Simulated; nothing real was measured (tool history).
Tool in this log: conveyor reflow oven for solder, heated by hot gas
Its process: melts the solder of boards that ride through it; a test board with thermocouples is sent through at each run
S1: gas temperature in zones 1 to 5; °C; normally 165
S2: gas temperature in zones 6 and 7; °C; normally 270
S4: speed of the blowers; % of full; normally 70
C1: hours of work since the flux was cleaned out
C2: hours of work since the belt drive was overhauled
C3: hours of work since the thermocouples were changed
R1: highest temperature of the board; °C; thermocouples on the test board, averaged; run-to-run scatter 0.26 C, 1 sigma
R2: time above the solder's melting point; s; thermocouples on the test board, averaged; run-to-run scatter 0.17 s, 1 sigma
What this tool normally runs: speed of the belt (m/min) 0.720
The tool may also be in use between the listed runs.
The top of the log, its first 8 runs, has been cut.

{"run": 9, "day": 17.917, "S1": 165, "S2": 270, "speed of the belt (m/min)": 0.672, "S4": 70, "C1": 162, "C2": 1041, "C3": 1311, "R1": 257.5, "R2": 40.4}
{"run": 10, "day": 20.342, "S1": 165, "S2": 270, "speed of the belt (m/min)": 0.672, "S4": 70, "C1": 192, "C2": 1072, "C3": 1341, "R1": 256.9, "R2": 41.1}
{"run": 11, "day": 23.375, "S1": 165, "S2": 270, "speed of the belt (m/min)": 0.72, "S4": 70, "C1": 230, "C2": 1110, "C3": 1379, "R1": 254.6, "R2": 36.5}
{"day": 23.979, "done": "flux residue cleaned out of gas plates and filters"}
{"run": 12, "day": 26.346, "S1": 165, "S2": 270, "speed of the belt (m/min)": 0.72, "S4": 70, "C1": 30, "C2": 1144, "C3": 1414, "R1": 256.2, "R2": 37.5}
{"day": 26.788, "done": "thermocouples of zones 6 and 7 changed"}
{"run": 13, "day": 27.821, "S1": 165, "S2": 270, "speed of the belt (m/min)": 0.72, "S4": 70, "C1": 47, "C2": 1162, "C3": 13, "R1": 252.1, "R2": 35.2}
{"run": 14, "day": 30.638, "S1": 165, "S2": 270, "speed of the belt (m/min)": 0.72, "S4": 70, "C1": 82, "C2": 1197, "C3": 48, "R1": 251.5, "R2": 35.3}
{"run": 15, "day": 33.229, "S1": 165, "S2": 270, "speed of the belt (m/min)": 0.794, "S4": 70, "C1": 115, "C2": 1229, "C3": 81, "R1": 248.1, "R2": 29.5}
{"run": 16, "day": 34.646, "S1": 165, "S2": 270, "speed of the belt (m/min)": 0.794, "S4": 70, "C1": 132, "C2": 1247, "C3": 98, "R1": 247.8, "R2": 29.8}
{"run": 17, "day": 37.7, "S1": 165, "S2": 281, "speed of the belt (m/min)": 0.582, "S4": 70, "C1": 171, "C2": 1285, "C3": 136, "R1": 268.1, "R2": 52.7}
{"run": 18, "day": 39.358, "S1": 165, "S2": 281, "speed of the belt (m/min)": 0.582, "S4": 70, "C1": 191, "C2": 1306, "C3": 157, "R1": 267.9, "R2": 53.0}
{"run": 19, "day": 40.979, "S1": 165, "S2": 260, "speed of the belt (m/min)": 0.582, "S4": 70, "C1": 212, "C2": 1326, "C3": 177, "R1": 248.7, "R2": 44.1}
{"run": 20, "day": 42.754, "S1": 157, "S2": 275, "speed of the belt (m/min)": 0.72, "S4": 51, "C1": 234, "C2": 1348, "C3": 200, "R1": 246.3, "R2": 29.5}
{"day": 43.1, "done": "flux residue cleaned out of gas plates and filters"}
{"run": 21, "day": 45.158, "S1": 157, "S2": 275, "speed of the belt (m/min)": 0.72, "S4": 51, "C1": 26, "C2": 1376, "C3": 227, "R1": 247.9, "R2": 30.8}
{"run": 22, "day": 47.108, "S1": 157, "S2": 275, "speed of the belt (m/min)": 0.72, "S4": 51, "C1": 50, "C2": 1400, "C3": 251, "R1": 247.7, "R2": 30.8}
{"run": 23, "day": 49.167, "S1": 162, "S2": 280, "speed of the belt (m/min)": 0.646, "S4": 88, "C1": 76, "C2": 1426, "C3": 277, "R1": 268.5, "R2": 47.6}
{"run": 24, "day": 51.117, "S1": 165, "S2": 260, "speed of the belt (m/min)": 0.72, "S4": 70, "C1": 100, "C2": 1450, "C3": 302, "R1": 243.8, "R2": 31.1}
{"run": 25, "day": 53.617, "S1": 177, "S2": 271, "speed of the belt (m/min)": 0.72, "S4": 69, "C1": 132, "C2": 1482, "C3": 333, "R1": 254.9, "R2": 40.1}
{"run": 26, "day": 56.288, "S1": 177, "S2": 274, "speed of the belt (m/min)": 0.711, "S4": 85, "C1": 165, "C2": 1515, "C3": 366, "R1": 260.8, "R2": 43.3}
{"run": 27, "day": 59.354, "S1": 151, "S2": 270, "speed of the belt (m/min)": 0.72, "S4": 80, "C1": 203, "C2": 1553, "C3": 405, "R1": 251.8, "R2": 33.2}
{"run": 28, "day": 61.088, "S1": 155, "S2": 271, "speed of the belt (m/min)": 0.662, "S4": 62, "C1": 225, "C2": 1575, "C3": 426, "R1": 251.5, "R2": 36.4}
{"day": 62.096, "done": "flux residue cleaned out of gas plates and filters"}
{"run": 29, "day": 63.817, "S1": 167, "S2": 264, "speed of the belt (m/min)": 0.72, "S4": 57, "C1": 22, "C2": 1606, "C3": 458, "R1": 244.1, "R2": 31.3}
{"run": 30, "day": 65.325, "S1": 165, "S2": 283, "speed of the belt (m/min)": 0.726, "S4": 70, "C1": 40, "C2": 1625, "C3": 477, "R1": 264.2, "R2": 40.7}

4 options for the next run, each taken on its own from the tool as it stands now. Forecast them:
{"run": "A", "day": 66.879, "S1": 172, "S2": 259, "speed of the belt (m/min)": 0.726, "S4": 70, "C1": 60, "C2": 1645, "C3": 496, "R1": "?", "R2": "?"}
{"run": "B", "day": 66.879, "S1": 157, "S2": 270, "speed of the belt (m/min)": 0.752, "S4": 69, "C1": 60, "C2": 1645, "C3": 496, "R1": "?", "R2": "?"}
{"run": "C", "day": 66.879, "S1": 159, "S2": 260, "speed of the belt (m/min)": 0.726, "S4": 82, "C1": 60, "C2": 1645, "C3": 496, "R1": "?", "R2": "?"}
{"run": "D", "day": 66.879, "S1": 165, "S2": 268, "speed of the belt (m/min)": 0.597, "S4": 70, "C1": 60, "C2": 1645, "C3": 496, "R1": "?", "R2": "?"}

run=A R1=244.6 R2=33.7
run=B R1=249.8 R2=31.6
run=C R1=246.1 R2=32.2
run=D R1=257.4 R2=47.4
With no hidden state in the tool, these same runs would have given:
run=A R1=243.1 R2=32.0
run=B R1=248.3 R2=30.1
run=C R1=244.7 R2=30.7
run=D R1=255.8 R2=45.6
